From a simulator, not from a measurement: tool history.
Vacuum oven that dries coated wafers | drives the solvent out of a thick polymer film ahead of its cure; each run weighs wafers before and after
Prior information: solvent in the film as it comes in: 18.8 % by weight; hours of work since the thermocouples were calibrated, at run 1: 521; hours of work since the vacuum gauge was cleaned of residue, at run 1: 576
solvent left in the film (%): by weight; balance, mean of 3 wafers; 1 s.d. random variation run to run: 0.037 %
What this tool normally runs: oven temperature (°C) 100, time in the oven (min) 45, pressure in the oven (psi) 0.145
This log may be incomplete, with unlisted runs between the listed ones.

| run | hour | oven temperature (°C) | time in the oven (min) | pressure in the oven (psi) | hours of work since the thermocouples were calibrated | hours of work since the vacuum gauge was cleaned of residue | solvent left in the film (%) |
|---|---|---|---|---|---|---|---|
| 1 | 0.0 | 100 | 45 | 0.145 | 521 | 576 | 1.24 |
| 2 | 18.6 | 100 | 45 | 0.202 | 533 | 587 | 1.46 |
| 3 | 34.8 | 100 | 33 | 0.202 | 543 | 598 | 2.37 |
| 4 | 56.5 | 87 | 45 | 0.145 | 557 | 612 | 5.29 |
| 5 | 78.5 | 100 | 45 | 0.145 | 571 | 626 | 1.29 |
| 6 | 100.5 | 86 | 45 | 0.145 | 585 | 640 | 5.61 |
| 7 | 117.0 | 100 | 45 | 0.145 | 595 | 650 | 1.29 |
| 8 | 134.2 | 100 | 45 | 0.145 | 606 | 661 | 1.25 |
| 9 | 150.5 | 96 | 45 | 0.145 | 617 | 671 | 2.14 |
|  | 159.9 | oven's thermocouples calibrated |
| 10 | 173.8 | 96 | 45 | 0.145 | 9 | 685 | 2.46 |
| 11 | 191.6 | 96 | 45 | 0.145 | 20 | 696 | 2.48 |
| 12 | 208.5 | 96 | 45 | 0.145 | 31 | 707 | 2.54 |
| 13 | 223.9 | 88 | 45 | 0.145 | 41 | 717 | 5.37 |
| 14 | 244.5 | 88 | 45 | 0.145 | 54 | 730 | 5.29 |
| 15 | 257.4 | 100 | 45 | 0.145 | 62 | 738 | 1.51 |
| 16 | 278.6 | 100 | 45 | 0.145 | 76 | 752 | 1.51 |
| 17 | 293.6 | 100 | 45 | 0.145 | 85 | 761 | 1.53 |
| 18 | 313.4 | 100 | 45 | 0.116 | 98 | 774 | 1.40 |
| 19 | 334.5 | 100 | 45 | 0.116 | 111 | 787 | 1.34 |
| 20 | 357.8 | 100 | 45 | 0.116 | 126 | 802 | 1.40 |
| 21 | 374.3 | 100 | 45 | 0.116 | 136 | 813 | 1.32 |
| 22 | 386.0 | 100 | 45 | 0.116 | 144 | 820 | 1.30 |
| 23 | 408.8 | 100 | 45 | 0.116 | 158 | 835 | 1.33 |
| 24 | 431.0 | 100 | 45 | 0.116 | 173 | 849 | 1.39 |
| 25 | 443.1 | 96 | 45 | 0.247 | 180 | 856 | 2.86 |
| 26 | 454.9 | 100 | 52 | 0.455 | 188 | 864 | 2.25 |
| 27 | 469.2 | 95 | 45 | 0.509 | 197 | 873 | 4.10 |
| 28 | 482.1 | 91 | 45 | 0.509 | 205 | 881 | 5.69 |
| 29 | 503.5 | 91 | 45 | 0.509 | 219 | 895 | 5.66 |
| 30 | 514.5 | 102 | 45 | 0.509 | 226 | 902 | 2.38 |
| 31 | 527.1 | 102 | 45 | 0.509 | 234 | 910 | 2.31 |
| 32 | 542.6 | 102 | 45 | 0.509 | 244 | 920 | 2.31 |
| 33 | 557.4 | 102 | 45 | 0.509 | 253 | 929 | 2.33 |
| 34 | 572.3 | 102 | 45 | 0.509 | 263 | 939 | 2.33 |
| 35 | 595.9 | 102 | 45 | 0.509 | 278 | 954 | 2.37 |
| 36 | 614.2 | 103 | 72 | 0.141 | 289 | 965 | 0.63 |
| 37 | 636.6 | 103 | 72 | 0.141 | 303 | 980 | 0.60 |
| 38 | 648.1 | 103 | 72 | 0.141 | 311 | 987 | 0.58 |
| 39 | 671.9 | 108 | 79 | 0.145 | 326 | 1002 | 0.53 |
| 40 | 683.0 | 100 | 27 | 0.096 | 333 | 1009 | 2.99 |
| 41 | 698.4 | 104 | 37 | 0.202 | 343 | 1019 | 1.36 |
| 42 | 718.8 | 104 | 36 | 0.145 | 356 | 1032 | 1.20 |
| 43 | 740.3 | 89 | 50 | 0.418 | 369 | 1046 | 5.48 |
| 44 | 754.3 | 89 | 50 | 0.418 | 378 | 1055 | 5.52 |
| 45 | 773.7 | 89 | 50 | 0.418 | 391 | 1067 | 5.50 |
| 46 | 787.2 | 89 | 50 | 0.418 | 399 | 1075 | 5.55 |
| 47 | 797.9 | 96 | 54 | 0.145 | 406 | 1082 | 1.74 |
| 48 | 821.8 | 96 | 54 | 0.145 | 421 | 1097 | 1.74 |

What if the next run were any one of these 3? Each begins from the tool's condition after run 48:
| A | 833.9 | 96 | 54 | 0.225 | 429 | 1105 | ? |
| B | 833.9 | 93 | 36 | 0.323 | 429 | 1105 | ? |
| C | 833.9 | 87 | 53 | 0.145 | 429 | 1105 | ? |

| run | solvent left in the film (%) |
|---|---|
| A | 2.10 |
| B | 4.93 |
| C | 4.66 |
Had the tool no hidden state, the same runs would have come out as:
| run | solvent left in the film (%) |
|---|---|
| A | 2.05 |
| B | 4.96 |
| C | 4.66 |
